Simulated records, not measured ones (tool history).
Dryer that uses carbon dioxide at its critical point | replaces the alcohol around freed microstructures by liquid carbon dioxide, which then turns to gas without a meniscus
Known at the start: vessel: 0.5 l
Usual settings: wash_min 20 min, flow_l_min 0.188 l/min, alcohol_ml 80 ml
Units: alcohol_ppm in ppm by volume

run     day  wash_min  flow_l_min  alcohol_ml  alcohol_ppm
  1       0        20       0.188          80          439
  2   0.904        20       0.188          80          443
  3   1.546        20       0.188          80          427
  4   1.967        20       0.188          80          448
  5   2.908        31       0.188          80           60
  6   3.742        31       0.115          80          551
  7   4.362        20       0.274          80           70
  8   5.292        20       0.274          80           80
  9   5.796        20       0.188          80          483
 10   6.233        20       0.188          80          485
 11   6.804        20       0.188          80          481
 12   7.229        20       0.188          80          478
 13   7.996        20       0.188          80          472
      8.862  -- inlet filter changed
 14   9.029        20       0.301          80           63
 15   9.504        20       0.188          80          299
 16   9.992        20       0.154          80          823
 17  10.508        20       0.154          80          836
 18  11.538        20       0.188          47          207
 19  12.004        20       0.188          47          217
 20  12.479        20       0.188          47          213
 21  13.517        20       0.188          47          203
 22  14.088        20       0.188          47          209
 23  14.992        20       0.188          47          221
 24  16.029        20       0.188          80          324
 25  16.479        20       0.142          80         1322
 26  16.938        26       0.188          80           94
 27  17.812        26       0.215          80           76
 28  18.429        26       0.129          93          685
 29  19.333        20       0.188          87          365
 30  20.375        14       0.188          87         2139
 31  21.183        17       0.188          31          363
 32  21.662        17       0.188          31          350
 33  22.208        17       0.188          31          368
 34  22.683        16       0.251          95          316
 35  23.312        16       0.251          95          311
 36  24.075        16       0.251          95          307
 37  25.129        15       0.287          80          202
 38   25.95        15       0.287          80          204
 39  26.538        20       0.194          92          357
 40  27.246        20       0.194          92          365
 41  28.096        20       0.194          92          375
 42  29.083        13       0.311          50          216
 43  30.058        14       0.171          93         3578
 44  30.675        13       0.198          76         2169
 45  31.696        18       0.167          67          994
 46  32.354        30       0.291          83           81
 47  32.946        20       0.223          25          104

Some steps in alcohol_ppm between neighbouring runs. How much of each would the tool show without its hidden state too (settings, what came in, random variation), and how much is left for the hidden state, with any gauge scatter that isn't in both results?
The hidden state here: flow that reaches the vessel past the clogged filter, %; alcohol in the recycled carbon dioxide, ppm; drift of the gauge itself on alcohol_ppm, %.
Run 5 -> 6: flow_l_min 0.188 -> 0.115. alcohol_ppm +491 ppm by volume: hidden state +195, all else +296.
Run 6 -> 7: wash_min 31 -> 20, flow_l_min 0.115 -> 0.274. alcohol_ppm -481 ppm by volume: hidden state -188, all else -293.
Run 29 -> 30: wash_min 20 -> 14. alcohol_ppm +1774 ppm by volume: hidden state +169, all else +1605.
Run 30 -> 31: wash_min 14 -> 17, alcohol_ml 87 -> 31. alcohol_ppm -1776 ppm by volume: hidden state -167, all else -1609.
Run 42 -> 43: wash_min 13 -> 14, flow_l_min 0.311 -> 0.171, alcohol_ml 50 -> 93. alcohol_ppm +3362 ppm by volume: hidden state +494, all else +2868.

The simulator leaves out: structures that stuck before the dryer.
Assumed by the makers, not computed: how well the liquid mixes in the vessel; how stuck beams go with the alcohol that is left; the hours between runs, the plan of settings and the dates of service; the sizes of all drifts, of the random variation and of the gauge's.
